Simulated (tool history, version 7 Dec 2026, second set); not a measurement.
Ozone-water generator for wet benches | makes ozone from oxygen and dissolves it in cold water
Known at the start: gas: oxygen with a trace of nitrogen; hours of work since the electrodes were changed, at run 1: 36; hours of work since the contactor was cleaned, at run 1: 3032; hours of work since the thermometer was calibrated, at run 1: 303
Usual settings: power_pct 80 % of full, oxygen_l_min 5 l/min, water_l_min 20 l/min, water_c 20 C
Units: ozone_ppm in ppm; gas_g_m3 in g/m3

| run | hour | power_pct | oxygen_l_min | water_l_min | water_c | hours of work since the electrodes were changed | hours of work since the contactor was cleaned | hours of work since the thermometer was calibrated | ozone_ppm | gas_g_m3 |
|---|---|---|---|---|---|---|---|---|---|---|
| 1 | 0 | 80 | 5 | 20 | 20 | 36 | 3032 | 303 | 22.8 | 250.6 |
| 2 | 138 | 80 | 4.82 | 20 | 20 | 173 | 3168 | 439 | 22.4 | 256.4 |
| 3 | 296.6 | 80 | 4.82 | 20 | 20 | 329 | 3324 | 595 | 22.4 | 253.9 |
| 4 | 487.5 | 80 | 4.82 | 20 | 20 | 517 | 3512 | 783 | 22.2 | 252.7 |
| 5 | 645 | 79 | 5 | 20 | 20 | 672 | 3668 | 938 | 21.8 | 243.5 |
| 6 | 793.9 | 79 | 5 | 20 | 20 | 819 | 3814 | 1085 | 21.9 | 241 |
| 7 | 986.1 | 80 | 5 | 20 | 20 | 1008 | 4004 | 1274 | 22.2 | 242.9 |
| 8 | 1182.4 | 80 | 5 | 20 | 20 | 1202 | 4197 | 1468 | 21.3 | 240.7 |
| 9 | 1333 | 80 | 5 | 20 | 20 | 1350 | 4346 | 1616 | 21.2 | 242.5 |
| 10 | 1532.5 | 80 | 5 | 20 | 20 | 1547 | 4542 | 1813 | 21.2 | 240.5 |
| 11 | 1682.4 | 80 | 8.24 | 20 | 20 | 1694 | 4690 | 1961 | 21.2 | 189.4 |
| 12 | 1853.1 | 80 | 8.24 | 20 | 20 | 1863 | 4858 | 2129 | 21 | 185.7 |
| 13 | 1982.3 | 80 | 8.24 | 20 | 20 | 1990 | 4986 | 2256 | 21 | 187.1 |
| 14 | 2152.5 | 80 | 8.24 | 20 | 20 | 2158 | 5153 | 2424 | 20.5 | 185.3 |
|  | 2262.8 | contactor cleaned |
| 15 | 2267.4 | 80 | 8.24 | 20 | 20 | 2267 | 4 | 2533 | 22.3 | 185.4 |
| 16 | 2401.9 | 80 | 3.04 | 20 | 20 | 2399 | 137 | 2666 | 20.5 | 295.9 |
| 17 | 2559.7 | 80 | 3.04 | 20 | 20 | 2555 | 293 | 2821 | 20.6 | 296.1 |
| 18 | 2672.2 | 80 | 6.71 | 20 | 20 | 2666 | 403 | 2932 | 21.9 | 200.6 |
| 19 | 2850.6 | 80 | 6.71 | 20 | 20 | 2842 | 579 | 3108 | 22 | 199.7 |
| 20 | 3052 | 80 | 6.71 | 20 | 20 | 3040 | 778 | 3306 | 21.9 | 200.2 |
| 21 | 3166 | 80 | 6.71 | 20 | 20 | 3152 | 890 | 3419 | 21.7 | 199.4 |
| 22 | 3317.3 | 80 | 4.16 | 20 | 27 | 3302 | 1039 | 3568 | 19 | 247.9 |
| 23 | 3464.4 | 80 | 4.16 | 20 | 27 | 3446 | 1184 | 3713 | 18.8 | 246.8 |
| 24 | 3550.2 | 80 | 4.16 | 20 | 27 | 3531 | 1269 | 3797 | 18.6 | 244.4 |
|  | 3687.4 | water thermometer calibrated |
| 25 | 3744.6 | 80 | 4.16 | 20 | 27 | 3722 | 1460 | 56 | 18.5 | 243.5 |
| 26 | 3843.9 | 80 | 6.43 | 19 | 20 | 3820 | 1558 | 154 | 22 | 198 |
| 27 | 4028.7 | 69 | 6.43 | 28 | 19 | 4002 | 1740 | 336 | 14 | 177.6 |
| 28 | 4230 | 80 | 5 | 20 | 28 | 4200 | 1938 | 535 | 18 | 221.4 |
| 29 | 4321.2 | 58 | 3.8 | 20 | 27 | 4290 | 2028 | 625 | 14.2 | 195.4 |
| 30 | 4482.5 | 59 | 5 | 20 | 19 | 4449 | 2187 | 783 | 16.4 | 175.3 |
| 31 | 4680.5 | 59 | 5 | 20 | 19 | 4644 | 2382 | 979 | 16.2 | 172.7 |
| 32 | 4865.5 | 59 | 3.04 | 20 | 27 | 4827 | 2564 | 1161 | 13.7 | 220.4 |
| 33 | 5068 | 59 | 3.04 | 20 | 27 | 5026 | 2764 | 1361 | 13.3 | 216.7 |
| 34 | 5179.7 | 59 | 3.04 | 20 | 27 | 5136 | 2874 | 1471 | 13.5 | 215.6 |

3 ways to go on from here, each from the tool as it stands after run 34. What would each give?
| A | 5325.2 | 67 | 5 | 20 | 20 | 5280 | 3017 | 1614 | ? | ? |
| B | 5325.2 | 46 | 2.58 | 20 | 27 | 5280 | 3017 | 1614 | ? | ? |
| C | 5325.2 | 58 | 6.75 | 20 | 19 | 5280 | 3017 | 1614 | ? | ? |

| run | ozone_ppm | gas_g_m3 |
|---|---|---|
| A | 16.7 | 189.1 |
| B | 10.6 | 195.3 |
| C | 15.7 | 147.2 |
Without the tool's hidden state the same runs would have given:
| run | ozone_ppm | gas_g_m3 |
|---|---|---|
| A | 20.3 | 218.4 |
| B | 12.3 | 215.6 |
| C | 18.7 | 167.1 |
